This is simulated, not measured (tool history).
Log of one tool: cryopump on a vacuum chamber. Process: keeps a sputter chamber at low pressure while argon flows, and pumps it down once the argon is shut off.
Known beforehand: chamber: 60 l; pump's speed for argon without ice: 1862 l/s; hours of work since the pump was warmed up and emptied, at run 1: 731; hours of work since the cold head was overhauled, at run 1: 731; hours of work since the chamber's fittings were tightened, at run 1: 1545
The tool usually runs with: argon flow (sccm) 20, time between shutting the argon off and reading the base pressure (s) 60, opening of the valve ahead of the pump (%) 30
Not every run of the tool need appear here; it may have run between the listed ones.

run     day  argon flow (sccm)  time between shutting the argon off and reading the base pressure (s)  opening of the valve ahead of the pump (%)  hours of work since the pump was warmed up and emptied  hours of work since the cold head was overhauled  hours of work since the chamber's fittings were tightened  pressure while argon flows (Pa)  pressure after the wait (uPa)
  1       0                 20                                                                     60                                          30                                                     731                                               731                                                       1545                            0.067                            2.1
  2   2.571                 20                                                                     60                                          30                                                     765                                               765                                                       1579                           0.0665                           2.16
  3   4.192                 20                                                                     60                                          26                                                     786                                               786                                                       1600                           0.0761                           2.09
  4   7.162                 20                                                                     60                                          26                                                     825                                               825                                                       1639                           0.0775                           2.18
  5  10.958                 20                                                                     60                                          26                                                     874                                               874                                                       1688                           0.0769                           2.17
  6  13.338                 20                                                                     60                                          31                                                     905                                               905                                                       1719                           0.0674                           2.21
     15.162  -- pump warmed up, emptied and cooled again
  7  17.417                 20                                                                    104                                          30                                                      29                                               956                                                       1770                           0.0614                           1.46
  8  21.067                 20                                                                    104                                          30                                                      77                                              1003                                                       1817                           0.0614                           1.48
  9  23.879                 20                                                                    104                                          30                                                     114                                              1040                                                       1854                            0.062                           1.43
 10  25.675                 20                                                                     60                                          30                                                     137                                              1064                                                       1877                           0.0618                           2.03
 11  28.333                 20                                                                     72                                          30                                                     172                                              1098                                                       1912                            0.062                           1.79
 12  31.512                 20                                                                    257                                          21                                                     213                                              1140                                                       1954                           0.0886                           1.06
 13  35.246                 23                                                                     57                                          21                                                     262                                              1188                                                       2002                           0.1014                            2.2
 14    37.5                 23                                                                     60                                          23                                                     292                                              1218                                                       2032                           0.0937                            2.1
 15    39.2                 23                                                                     60                                          23                                                     314                                              1240                                                       2054                           0.0947                           2.16
 16  41.429                 23                                                                     60                                          23                                                     343                                              1269                                                       2083                           0.0936                           2.16
 17  45.254                 23                                                                     60                                          23                                                     393                                              1319                                                       2133                            0.093                           2.22
 18  46.992                 23                                                                     60                                          23                                                     415                                              1342                                                       2156                           0.0937                            2.2
 19  49.692                 14                                                                     26                                          23                                                     451                                              1377                                                       2191                           0.0574                              4
 20  51.617                 14                                                                     26                                          23                                                     476                                              1402                                                       2216                           0.0583                           3.89
 21  54.138                 20                                                                     78                                          30                                                     509                                              1435                                                       2249                            0.064                           1.96
 22  56.146                 20                                                                     78                                          30                                                     535                                              1461                                                       2275                           0.0642                           1.98

Selected run-to-run steps in pressure while argon flows (Pa), each split into two signed amounts: the part the tool would show with no hidden state at all (from settings, incoming material and random variation), and the remainder, which goes to the hidden state together with any gauge scatter not common to the measured and the hidden-state-free results:
Hidden state present: pump's speed, % of a pump's without ice; cold plate's temperature, K; leak into the chamber, uPa l/s; drift of the gauge itself on working_pa, %; drift of the gauge itself on base_upa, %.
Run 6 -> 7: time between shutting the argon off and reading the base pressure (s) 60 -> 104, opening of the valve ahead of the pump (%) 31 -> 30, pump warmed up, emptied and cooled again. pressure while argon flows (Pa) -0.006: hidden state -0.0076, all else +0.0016.
Run 11 -> 12: time between shutting the argon off and reading the base pressure (s) 72 -> 257, opening of the valve ahead of the pump (%) 30 -> 21. pressure while argon flows (Pa) +0.0266: hidden state +0.0002, all else +0.0264.
Run 18 -> 19: argon flow (sccm) 23 -> 14, time between shutting the argon off and reading the base pressure (s) 60 -> 26. pressure while argon flows (Pa) -0.0363: hidden state -0.0011, all else -0.0352.
Run 20 -> 21: argon flow (sccm) 14 -> 20, time between shutting the argon off and reading the base pressure (s) 26 -> 78, opening of the valve ahead of the pump (%) 23 -> 30. pressure while argon flows (Pa) +0.0057: hidden state +0.0012, all else +0.0045.

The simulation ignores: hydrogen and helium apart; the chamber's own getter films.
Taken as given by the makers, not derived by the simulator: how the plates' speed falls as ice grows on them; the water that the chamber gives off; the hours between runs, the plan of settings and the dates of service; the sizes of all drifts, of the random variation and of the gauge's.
